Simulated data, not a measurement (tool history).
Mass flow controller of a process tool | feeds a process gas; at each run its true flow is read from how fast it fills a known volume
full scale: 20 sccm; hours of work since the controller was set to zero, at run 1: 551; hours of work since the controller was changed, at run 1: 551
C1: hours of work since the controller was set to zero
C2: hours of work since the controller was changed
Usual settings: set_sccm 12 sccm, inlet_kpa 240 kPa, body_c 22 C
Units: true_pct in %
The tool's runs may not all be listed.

run 1 day=0 | set_sccm=12 inlet_kpa=240 body_c=22 | C1=551 C2=551 | true_pct=99.95
run 2 day=2.996 | set_sccm=9 inlet_kpa=240 body_c=22 | C1=599 C2=599 | true_pct=99.69
run 3 day=4.546 | set_sccm=4 inlet_kpa=240 body_c=22 | C1=624 C2=624 | true_pct=99.53
run 4 day=7.492 | set_sccm=4 inlet_kpa=240 body_c=22 | C1=672 C2=672 | true_pct=99.52
run 5 day=10.029 | set_sccm=4 inlet_kpa=240 body_c=22 | C1=713 C2=713 | true_pct=99.7
run 6 day=11.908 | set_sccm=12 inlet_kpa=240 body_c=22 | C1=744 C2=744 | true_pct=99.87
run 7 day=14.492 | set_sccm=12 inlet_kpa=240 body_c=37 | C1=786 C2=786 | true_pct=100.3
run 8 day=16.196 | set_sccm=12 inlet_kpa=240 body_c=37 | C1=813 C2=813 | true_pct=100.33
run 9 day=18.692 | set_sccm=4 inlet_kpa=240 body_c=37 | C1=854 C2=854 | true_pct=100.08
run 10 day=20.821 | set_sccm=4 inlet_kpa=240 body_c=37 | C1=888 C2=888 | true_pct=100.11
run 11 day=22.429 | set_sccm=8 inlet_kpa=240 body_c=22 | C1=914 C2=914 | true_pct=99.67
run 12 day=24.092 | set_sccm=12 inlet_kpa=240 body_c=22 | C1=941 C2=941 | true_pct=99.9
run 13 day=26.896 | set_sccm=12 inlet_kpa=240 body_c=22 | C1=987 C2=987 | true_pct=99.91
run 14 day=29.433 | set_sccm=14 inlet_kpa=240 body_c=22 | C1=1028 C2=1028 | true_pct=100.01
run 15 day=31.617 | set_sccm=14 inlet_kpa=240 body_c=22 | C1=1063 C2=1063 | true_pct=99.99
run 16 day=34.125 | set_sccm=12 inlet_kpa=240 body_c=34 | C1=1104 C2=1104 | true_pct=100.18
run 17 day=37.2 | set_sccm=3 inlet_kpa=240 body_c=22 | C1=1154 C2=1154 | true_pct=99.55
run 18 day=40.004 | set_sccm=3 inlet_kpa=240 body_c=22 | C1=1199 C2=1199 | true_pct=99.6
run 19 day=42.075 | set_sccm=3 inlet_kpa=240 body_c=22 | C1=1233 C2=1233 | true_pct=99.48
run 20 day=44.4 | set_sccm=3 inlet_kpa=240 body_c=22 | C1=1271 C2=1271 | true_pct=99.66
run 21 day=45.992 | set_sccm=3 inlet_kpa=240 body_c=22 | C1=1296 C2=1296 | true_pct=99.55
run 22 day=48.367 | set_sccm=3 inlet_kpa=240 body_c=22 | C1=1335 C2=1335 | true_pct=99.62
run 23 day=50.508 | set_sccm=4 inlet_kpa=146 body_c=22 | C1=1370 C2=1370 | true_pct=98.93
run 24 day=53.329 | set_sccm=4 inlet_kpa=146 body_c=22 | C1=1415 C2=1415 | true_pct=98.95
run 25 day=56.592 | set_sccm=11 inlet_kpa=199 body_c=22 | C1=1468 C2=1468 | true_pct=99.51
run 26 day=59.862 | set_sccm=11 inlet_kpa=199 body_c=22 | C1=1521 C2=1521 | true_pct=99.54
run 27 day=61.333 | set_sccm=12 inlet_kpa=240 body_c=38 | C1=1545 C2=1545 | true_pct=100.41
run 28 day=62.942 | set_sccm=12 inlet_kpa=240 body_c=38 | C1=1571 C2=1571 | true_pct=100.34
run 29 day=65.967 | set_sccm=12 inlet_kpa=240 body_c=38 | C1=1620 C2=1620 | true_pct=100.44
run 30 day=69.108 | set_sccm=12 inlet_kpa=240 body_c=38 | C1=1671 C2=1671 | true_pct=100.36
run 31 day=72.008 | set_sccm=9 inlet_kpa=208 body_c=37 | C1=1718 C2=1718 | true_pct=99.99
run 32 day=74.175 | set_sccm=9 inlet_kpa=208 body_c=37 | C1=1753 C2=1753 | true_pct=99.96
run 33 day=77.533 | set_sccm=6 inlet_kpa=163 body_c=37 | C1=1808 C2=1808 | true_pct=99.65
run 34 day=80.517 | set_sccm=6 inlet_kpa=163 body_c=37 | C1=1856 C2=1856 | true_pct=99.51
run 35 day=83.521 | set_sccm=12 inlet_kpa=144 body_c=20 | C1=1905 C2=1905 | true_pct=99.06
run 36 day=85.217 | set_sccm=10 inlet_kpa=224 body_c=35 | C1=1932 C2=1932 | true_pct=100.19
run 37 day=86.742 | set_sccm=4 inlet_kpa=154 body_c=20 | C1=1957 C2=1957 | true_pct=98.91
run 38 day=89.862 | set_sccm=7 inlet_kpa=191 body_c=39 | C1=2008 C2=2008 | true_pct=99.89
run 39 day=92.229 | set_sccm=3 inlet_kpa=244 body_c=39 | C1=2046 C2=2046 | true_pct=100.12
run 40 day=93.808 | set_sccm=3 inlet_kpa=143 body_c=22 | C1=2072 C2=2072 | true_pct=98.93
run 41 day=95.333 | set_sccm=19 inlet_kpa=240 body_c=20 | C1=2097 C2=2097 | true_pct=100.11
run 42 day=98.708 | set_sccm=9 inlet_kpa=216 body_c=37 | C1=2151 C2=2151 | true_pct=100.2
run 43 day=100.454 | set_sccm=12 inlet_kpa=240 body_c=37 | C1=2180 C2=2180 | true_pct=100.35

3 ways to go on from here, each from the tool as it stands after run 43. What would each give?
run A day=103.804 | set_sccm=13 inlet_kpa=240 body_c=22 | C1=2234 C2=2234 | true_pct=?
run B day=103.804 | set_sccm=14 inlet_kpa=201 body_c=22 | C1=2234 C2=2234 | true_pct=?
run C day=103.804 | set_sccm=5 inlet_kpa=240 body_c=38 | C1=2234 C2=2234 | true_pct=?

run=A true_pct=99.98
run=B true_pct=99.58
run=C true_pct=100.11
Without the tool's hidden state the same runs would have given:
run=A true_pct=99.98
run=B true_pct=99.58
run=C true_pct=100.1
